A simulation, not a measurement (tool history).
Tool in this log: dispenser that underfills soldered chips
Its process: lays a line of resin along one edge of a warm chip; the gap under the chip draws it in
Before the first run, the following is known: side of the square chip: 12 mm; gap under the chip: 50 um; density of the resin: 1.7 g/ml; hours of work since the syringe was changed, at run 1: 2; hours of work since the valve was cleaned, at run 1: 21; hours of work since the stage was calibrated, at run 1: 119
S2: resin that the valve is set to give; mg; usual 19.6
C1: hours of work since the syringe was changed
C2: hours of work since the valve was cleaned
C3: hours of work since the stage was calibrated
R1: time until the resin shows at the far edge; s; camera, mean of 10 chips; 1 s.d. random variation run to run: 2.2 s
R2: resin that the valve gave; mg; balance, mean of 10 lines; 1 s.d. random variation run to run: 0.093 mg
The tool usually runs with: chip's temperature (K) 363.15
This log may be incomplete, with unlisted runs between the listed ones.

run 1 hour=0.0 | chip's_temperature_(K)=363.15 S2=19.6 | C1=2 C2=21 C3=119 | R1=224.6 R2=19.38
run 2 hour=6.8 | chip's_temperature_(K)=363.15 S2=19.6 | C1=6 C2=25 C3=124 | R1=272.3 R2=19.40
-- hour=11.5 new syringe of resin
run 3 hour=11.5 | chip's_temperature_(K)=363.15 S2=19.6 | C1=0 C2=28 C3=126 | R1=209.6 R2=19.10
run 4 hour=21.5 | chip's_temperature_(K)=363.15 S2=19.6 | C1=6 C2=35 C3=133 | R1=279.9 R2=19.12
-- hour=25.8 new syringe of resin
run 5 hour=26.9 | chip's_temperature_(K)=363.15 S2=20.0 | C1=1 C2=38 C3=136 | R1=209.0 R2=19.45
run 6 hour=36.0 | chip's_temperature_(K)=363.15 S2=20.0 | C1=7 C2=44 C3=142 | R1=275.5 R2=19.29
-- hour=39.4 new syringe of resin
run 7 hour=41.6 | chip's_temperature_(K)=363.15 S2=19.6 | C1=1 C2=47 C3=146 | R1=224.4 R2=18.97
run 8 hour=48.4 | chip's_temperature_(K)=351.15 S2=19.6 | C1=6 C2=52 C3=150 | R1=406.5 R2=18.92
-- hour=53.1 new syringe of resin
run 9 hour=58.8 | chip's_temperature_(K)=351.15 S2=19.6 | C1=4 C2=58 C3=157 | R1=385.0 R2=18.66
-- hour=62.0 dispensing valve cleaned and set on the balance
-- hour=67.6 new syringe of resin
run 10 hour=70.3 | chip's_temperature_(K)=373.15 S2=19.6 | C1=2 C2=5 C3=163 | R1=161.9 R2=19.38
run 11 hour=79.2 | chip's_temperature_(K)=359.15 S2=19.6 | C1=8 C2=11 C3=169 | R1=335.7 R2=19.37
-- hour=81.2 new syringe of resin
run 12 hour=88.5 | chip's_temperature_(K)=359.15 S2=19.6 | C1=5 C2=17 C3=175 | R1=296.3 R2=19.31
run 13 hour=92.7 | chip's_temperature_(K)=359.15 S2=19.6 | C1=7 C2=20 C3=178 | R1=331.4 R2=19.27
-- hour=94.7 new syringe of resin
run 14 hour=102.3 | chip's_temperature_(K)=359.15 S2=19.6 | C1=5 C2=26 C3=184 | R1=295.8 R2=19.29
run 15 hour=106.7 | chip's_temperature_(K)=353.15 S2=19.6 | C1=8 C2=28 C3=186 | R1=410.5 R2=18.96
-- hour=108.3 new syringe of resin
run 16 hour=116.7 | chip's_temperature_(K)=363.15 S2=19.6 | C1=5 C2=35 C3=193 | R1=255.4 R2=18.97
-- hour=122.1 new syringe of resin
run 17 hour=123.6 | chip's_temperature_(K)=363.15 S2=19.6 | C1=1 C2=39 C3=197 | R1=209.8 R2=18.98
run 18 hour=130.9 | chip's_temperature_(K)=363.15 S2=19.6 | C1=6 C2=44 C3=202 | R1=262.6 R2=18.86
-- hour=135.8 new syringe of resin
run 19 hour=139.7 | chip's_temperature_(K)=363.15 S2=19.6 | C1=3 C2=49 C3=207 | R1=235.6 R2=18.81
-- hour=149.2 new syringe of resin
run 20 hour=149.2 | chip's_temperature_(K)=363.15 S2=19.6 | C1=0 C2=55 C3=213 | R1=208.1 R2=18.71
-- hour=157.4 dispensing valve cleaned and set on the balance
run 21 hour=158.0 | chip's_temperature_(K)=365.15 S2=20.3 | C1=5 C2=0 C3=218 | R1=230.7 R2=20.23
-- hour=163.7 new syringe of resin
run 22 hour=167.1 | chip's_temperature_(K)=378.15 S2=18.0 | C1=2 C2=6 C3=224 | R1=137.5 R2=17.95
run 23 hour=176.5 | chip's_temperature_(K)=363.15 S2=20.3 | C1=8 C2=12 C3=230 | R1=287.1 R2=19.99
-- hour=177.4 new syringe of resin
run 24 hour=182.1 | chip's_temperature_(K)=363.15 S2=25.4 | C1=3 C2=16 C3=234 | R1=228.5 R2=25.14
run 25 hour=189.0 | chip's_temperature_(K)=348.15 S2=20.5 | C1=8 C2=20 C3=238 | R1=481.5 R2=20.23
-- hour=190.9 new syringe of resin
run 26 hour=197.5 | chip's_temperature_(K)=348.15 S2=20.5 | C1=4 C2=25 C3=243 | R1=422.4 R2=19.97
-- hour=204.9 new syringe of resin
run 27 hour=207.1 | chip's_temperature_(K)=348.15 S2=20.5 | C1=1 C2=32 C3=249 | R1=386.7 R2=19.80
run 28 hour=213.1 | chip's_temperature_(K)=374.15 S2=25.4 | C1=5 C2=35 C3=253 | R1=173.8 R2=24.58
-- hour=218.6 new syringe of resin
run 29 hour=221.1 | chip's_temperature_(K)=361.15 S2=20.3 | C1=2 C2=40 C3=258 | R1=228.1 R2=19.53
run 30 hour=227.6 | chip's_temperature_(K)=364.15 S2=17.9 | C1=6 C2=45 C3=263 | R1=258.8 R2=17.19
-- hour=232.1 new syringe of resin
run 31 hour=235.9 | chip's_temperature_(K)=367.15 S2=18.4 | C1=2 C2=50 C3=268 | R1=201.6 R2=17.78
run 32 hour=243.7 | chip's_temperature_(K)=362.15 S2=17.1 | C1=8 C2=55 C3=273 | R1=296.0 R2=16.26
-- hour=246.0 new syringe of resin
run 33 hour=250.2 | chip's_temperature_(K)=369.15 S2=19.6 | C1=3 C2=59 C3=277 | R1=184.0 R2=18.71
-- hour=252.4 dispensing valve cleaned and set on the balance
run 34 hour=259.3 | chip's_temperature_(K)=373.15 S2=22.7 | C1=8 C2=5 C3=282 | R1=196.7 R2=22.45

Entry by entry between the runs, the difference in hidden state between the last listed run before and the first listed run after:
In the gap between runs 2 and 3: new syringe of resin (hour 11.5)
  resin's viscosity, % of fresh resin's: 127.9 -> 100.6; dose that the valve gives, % of what is set: 98.36 -> 98.15; true chip temperature over the reading, C: 0.7 -> 0.72
  measured less the result without the state, R1: +54.4 -> -3.7 s; R2: -0.33 -> -0.36 mg
In the gap between runs 4 and 5: new syringe of resin (hour 25.8)
  resin's viscosity, % of fresh resin's: 131.9 -> 102.4; dose that the valve gives, % of what is set: 97.63 -> 97.35; true chip temperature over the reading, C: 0.75 -> 0.77
  measured less the result without the state, R1: +62.4 -> -0.3 s; R2: -0.46 -> -0.53 mg
In the gap between runs 6 and 7: new syringe of resin (hour 39.4)
  resin's viscosity, % of fresh resin's: 131.2 -> 105.3; dose that the valve gives, % of what is set: 96.93 -> 96.67; true chip temperature over the reading, C: 0.8 -> 0.82
  measured less the result without the state, R1: +60.2 -> +5.9 s; R2: -0.62 -> -0.65 mg
In the gap between runs 8 and 9: new syringe of resin (hour 53.1)
  resin's viscosity, % of fresh resin's: 126.6 -> 118; dose that the valve gives, % of what is set: 96.34 -> 95.86; true chip temperature over the reading, C: 0.84 -> 0.88
  measured less the result without the state, R1: +76.4 -> +49.2 s; R2: -0.71 -> -0.80 mg
In the gap between runs 9 and 10: dispensing valve cleaned and set on the balance (hour 62.0); new syringe of resin (hour 67.6)
  resin's viscosity, % of fresh resin's: 118 -> 109; dose that the valve gives, % of what is set: 95.86 -> 99.31; true chip temperature over the reading, C: 0.88 -> 0.91
  measured less the result without the state, R1: +49.2 -> +8.8 s; R2: -0.80 -> -0.13 mg
In the gap between runs 11 and 12: new syringe of resin (hour 81.2)
  resin's viscosity, % of fresh resin's: 138.6 -> 122.3; dose that the valve gives, % of what is set: 98.84 -> 98.39; true chip temperature over the reading, C: 0.94 -> 0.97
  measured less the result without the state, R1: +85.2 -> +45.5 s; R2: -0.23 -> -0.32 mg
In the gap between runs 13 and 14: new syringe of resin (hour 94.7)
  resin's viscosity, % of fresh resin's: 137.1 -> 121.5; dose that the valve gives, % of what is set: 98.17 -> 97.64; true chip temperature over the reading, C: 0.99 -> 1.02
  measured less the result without the state, R1: +81.3 -> +43.9 s; R2: -0.36 -> -0.46 mg
In the gap between runs 15 and 16: new syringe of resin (hour 108.3)
  resin's viscosity, % of fresh resin's: 136.7 -> 124.4; dose that the valve gives, % of what is set: 97.43 -> 96.91; true chip temperature over the reading, C: 1.04 -> 1.07
  measured less the result without the state, R1: +99.1 -> +43.0 s; R2: -0.50 -> -0.60 mg
In the gap between runs 16 and 17: new syringe of resin (hour 122.1)
  resin's viscosity, % of fresh resin's: 124.4 -> 102.4; dose that the valve gives, % of what is set: 96.91 -> 96.54; true chip temperature over the reading, C: 1.07 -> 1.09
  measured less the result without the state, R1: +43.0 -> -2.4 s; R2: -0.60 -> -0.68 mg
In the gap between runs 18 and 19: new syringe of resin (hour 135.8)
  resin's viscosity, % of fresh resin's: 124.7 -> 113.4; dose that the valve gives, % of what is set: 96.15 -> 95.68; true chip temperature over the reading, C: 1.12 -> 1.15
  measured less the result without the state, R1: +44.5 -> +20.4 s; R2: -0.76 -> -0.85 mg
In the gap between runs 19 and 20: new syringe of resin (hour 149.2)
  resin's viscosity, % of fresh resin's: 113.4 -> 98.9; dose that the valve gives, % of what is set: 95.68 -> 95.2; true chip temperature over the reading, C: 1.15 -> 1.18
  measured less the result without the state, R1: +20.4 -> -10.0 s; R2: -0.85 -> -0.95 mg
In the gap between runs 20 and 21: dispensing valve cleaned and set on the balance (hour 157.4)
  resin's viscosity, % of fresh resin's: 98.9 -> 122.1; dose that the valve gives, % of what is set: 95.2 -> 99.82; true chip temperature over the reading, C: 1.18 -> 1.2
  measured less the result without the state, R1: -10.0 -> +33.5 s; R2: -0.95 -> -0.04 mg
In the gap between runs 21 and 22: new syringe of resin (hour 163.7)
  resin's viscosity, % of fresh resin's: 122.1 -> 109.3; dose that the valve gives, % of what is set: 99.82 -> 99.32; true chip temperature over the reading, C: 1.2 -> 1.23
  measured less the result without the state, R1: +33.5 -> +6.6 s; R2: -0.04 -> -0.12 mg
In the gap between runs 23 and 24: new syringe of resin (hour 177.4)
  resin's viscosity, % of fresh resin's: 141.1 -> 111.4; dose that the valve gives, % of what is set: 98.79 -> 98.53; true chip temperature over the reading, C: 1.27 -> 1.29
  measured less the result without the state, R1: +74.5 -> +13.8 s; R2: -0.25 -> -0.37 mg
In the gap between runs 25 and 26: new syringe of resin (hour 190.9)
  resin's viscosity, % of fresh resin's: 134.1 -> 118.8; dose that the valve gives, % of what is set: 98.17 -> 97.74; true chip temperature over the reading, C: 1.31 -> 1.34
  measured less the result without the state, R1: +104.0 -> +48.5 s; R2: -0.38 -> -0.47 mg
In the gap between runs 26 and 27: new syringe of resin (hour 204.9)
  resin's viscosity, % of fresh resin's: 118.8 -> 106; dose that the valve gives, % of what is set: 97.74 -> 97.32; true chip temperature over the reading, C: 1.34 -> 1.37
  measured less the result without the state, R1: +48.5 -> +2.9 s; R2: -0.47 -> -0.55 mg
In the gap between runs 28 and 29: new syringe of resin (hour 218.6)
  resin's viscosity, % of fresh resin's: 124.9 -> 106.6; dose that the valve gives, % of what is set: 97.02 -> 96.65; true chip temperature over the reading, C: 1.39 -> 1.42
  measured less the result without the state, R1: +28.0 -> +3.5 s; R2: -0.76 -> -0.68 mg
In the gap between runs 30 and 31: new syringe of resin (hour 232.1)
  resin's viscosity, % of fresh resin's: 127.1 -> 109.9; dose that the valve gives, % of what is set: 96.29 -> 95.87; true chip temperature over the reading, C: 1.44 -> 1.47
  measured less the result without the state, R1: +45.9 -> +9.8 s; R2: -0.66 -> -0.76 mg
In the gap between runs 32 and 33: new syringe of resin (hour 246.0)
  resin's viscosity, % of fresh resin's: 135.8 -> 110.9; dose that the valve gives, % of what is set: 95.44 -> 95.08; true chip temperature over the reading, C: 1.5 -> 1.52
  measured less the result without the state, R1: +68.5 -> +10.2 s; R2: -0.78 -> -0.97 mg
In the gap between runs 33 and 34: dispensing valve cleaned and set on the balance (hour 252.4)
  resin's viscosity, % of fresh resin's: 110.9 -> 138.3; dose that the valve gives, % of what is set: 95.08 -> 99.81; true chip temperature over the reading, C: 1.52 -> 1.55
  measured less the result without the state, R1: +10.2 -> +46.9 s; R2: -0.97 -> -0.04 mg
